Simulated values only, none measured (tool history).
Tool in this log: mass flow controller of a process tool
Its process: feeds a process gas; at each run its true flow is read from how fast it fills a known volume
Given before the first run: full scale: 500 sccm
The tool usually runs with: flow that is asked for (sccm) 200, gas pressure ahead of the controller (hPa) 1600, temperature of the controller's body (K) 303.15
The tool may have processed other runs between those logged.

run	day	flow that is asked for (sccm)	gas pressure ahead of the controller (hPa)	temperature of the controller's body (K)	true flow (%)
1	0.000	200	1600	303.15	101.33
2	3.267	200	1600	303.15	101.20
3	7.650	200	1600	303.15	101.43
4	9.812	200	1600	303.15	101.38
5	13.642	200	1600	303.15	101.53
6	17.138	200	1600	303.15	101.34
7	20.354	200	1600	303.15	101.54
8	23.438	200	1600	303.15	101.41
9	27.183	200	1600	303.15	101.57
10	29.592	200	1600	303.15	101.53
11	32.600	200	1600	303.15	101.57
12	35.042	200	1600	303.15	101.58
13	39.100	200	1600	303.15	101.64
14	41.517	200	1460	303.15	101.70
15	45.558	200	1460	303.15	101.95
16	47.733	200	1600	303.15	101.78
17	50.179	200	1600	303.15	101.81
18	54.596	200	2010	303.15	101.46
19	58.742	200	1600	303.15	101.92
20	60.992	200	1600	303.15	102.05
21	65.679	200	1600	303.15	101.97
22	67.800	200	1600	303.15	102.07
23	71.846	200	1600	297.15	101.66
24	75.004	200	2550	303.15	101.31
25	78.438	200	2220	301.15	101.54
26	83.146	77	2220	300.15	104.26
# day 83.400: controller's zero set anew
27	86.279	77	2220	300.15	106.03
28	88.267	77	2690	301.15	105.80
# day 90.983: controller's zero set anew, once more
29	92.604	69	2600	296.15	98.85
30	94.967	69	2600	296.15	98.94
31	99.133	69	2600	296.15	99.03
32	102.396	165	1450	297.15	100.06
33	105.375	251	1600	303.15	100.38
34	108.754	251	1540	303.15	100.58
35	112.500	216	2600	294.15	99.21
36	117.350	341	1630	303.15	100.68
37	120.600	341	1630	303.15	100.87
38	125.304	341	1630	303.15	100.82
39	127.442	93	2240	303.15	100.49
40	129.721	93	2240	312.15	100.96
41	132.500	183	2640	303.15	99.84
42	137.021	200	1930	301.15	100.36
43	140.629	200	1930	301.15	100.40
44	143.650	392	1930	305.15	100.88
45	146.683	392	1930	305.15	100.83
46	150.975	392	1990	305.15	100.94
47	152.992	392	1990	305.15	100.87

Below are 3 alternative next runs, each starting from the tool's condition after run 47. Predict each:
A	155.100	392	1990	310.15	?
B	155.100	352	1600	303.15	?
C	155.100	404	2410	303.15	?

run	true flow (%)
A	101.24
B	100.97
C	100.36
With no hidden state in the tool, these same runs would have given:
run	true flow (%)
A	100.47
B	100.16
C	99.60

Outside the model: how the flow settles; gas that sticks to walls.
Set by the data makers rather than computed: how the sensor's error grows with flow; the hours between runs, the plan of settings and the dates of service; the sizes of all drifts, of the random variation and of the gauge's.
